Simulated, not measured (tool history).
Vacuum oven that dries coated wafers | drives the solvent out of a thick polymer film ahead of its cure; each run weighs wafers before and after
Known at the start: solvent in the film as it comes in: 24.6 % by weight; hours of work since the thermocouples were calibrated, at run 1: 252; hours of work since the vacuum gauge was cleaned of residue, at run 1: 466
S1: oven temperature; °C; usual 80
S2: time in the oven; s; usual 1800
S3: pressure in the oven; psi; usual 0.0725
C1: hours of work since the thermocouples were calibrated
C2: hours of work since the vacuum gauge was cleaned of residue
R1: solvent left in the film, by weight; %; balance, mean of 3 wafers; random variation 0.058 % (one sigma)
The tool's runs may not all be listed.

run,day,S1,S2,S3,C1,C2,R1
1,0.000,80,1800,0.0725,252,466,2.74
2,0.733,80,1800,0.0725,265,479,2.71
3,1.612,80,1800,0.0725,280,494,2.88
4,2.471,80,1800,0.0725,295,509,2.74
5,3.271,89,1800,0.0725,309,523,0.66
6,4.158,89,1800,0.0725,325,539,0.65
7,4.850,80,1800,0.0725,337,551,2.74
8,5.383,67,1800,0.0725,346,560,9.62
9,5.871,67,1800,0.0725,354,569,9.71
10,6.446,80,1800,0.0725,364,579,2.72
11,6.846,80,1800,0.2866,371,586,3.65
12,7.233,87,1800,0.0725,378,593,0.97
# day 7.367: vacuum gauge cleaned of residue and calibrated
13,7.879,93,1800,0.0725,388,9,0.49
14,8.504,80,1860,0.0725,399,20,2.64
15,9.258,68,2880,0.0725,412,33,5.51
16,10.125,75,1800,0.2627,428,48,5.92
# day 10.404: vacuum gauge cleaned of residue and calibrated, once more
17,10.558,87,1680,0.1054,434,3,0.92
18,11.400,71,1800,0.0725,449,17,6.90
19,12.312,95,1680,0.0386,465,33,0.18
20,12.896,89,1680,0.0547,475,44,0.61
21,13.679,80,1860,0.0841,488,57,2.44
22,14.125,70,2400,0.1835,496,65,6.16
23,14.721,80,2040,0.0513,507,75,1.87
24,15.588,80,2040,0.0513,522,91,1.89
25,16.079,75,1800,0.1704,530,99,5.20
26,16.983,75,1800,0.1704,546,115,5.22
27,17.442,92,1800,0.1057,554,123,0.47
28,18.338,78,2820,0.0579,570,138,1.32

How the hidden state differs across the entries between the runs, from the last listed run before each to the first after it:
Between runs 12 and 13: vacuum gauge cleaned of residue and calibrated (day 7.367)
  true wafer temperature over the reading, C: 0.77 -> 0.79; true pressure over the reading, kPa: 0.249 -> 0.326
  measured less the result without the state, R1: +0.01 -> +0.11 %
Between runs 16 and 17: vacuum gauge cleaned of residue and calibrated, once more (day 10.404)
  true wafer temperature over the reading, C: 0.87 -> 0.88; true pressure over the reading, kPa: 0.343 -> 0.009
  measured less the result without the state, R1: -0.22 -> -0.16 %
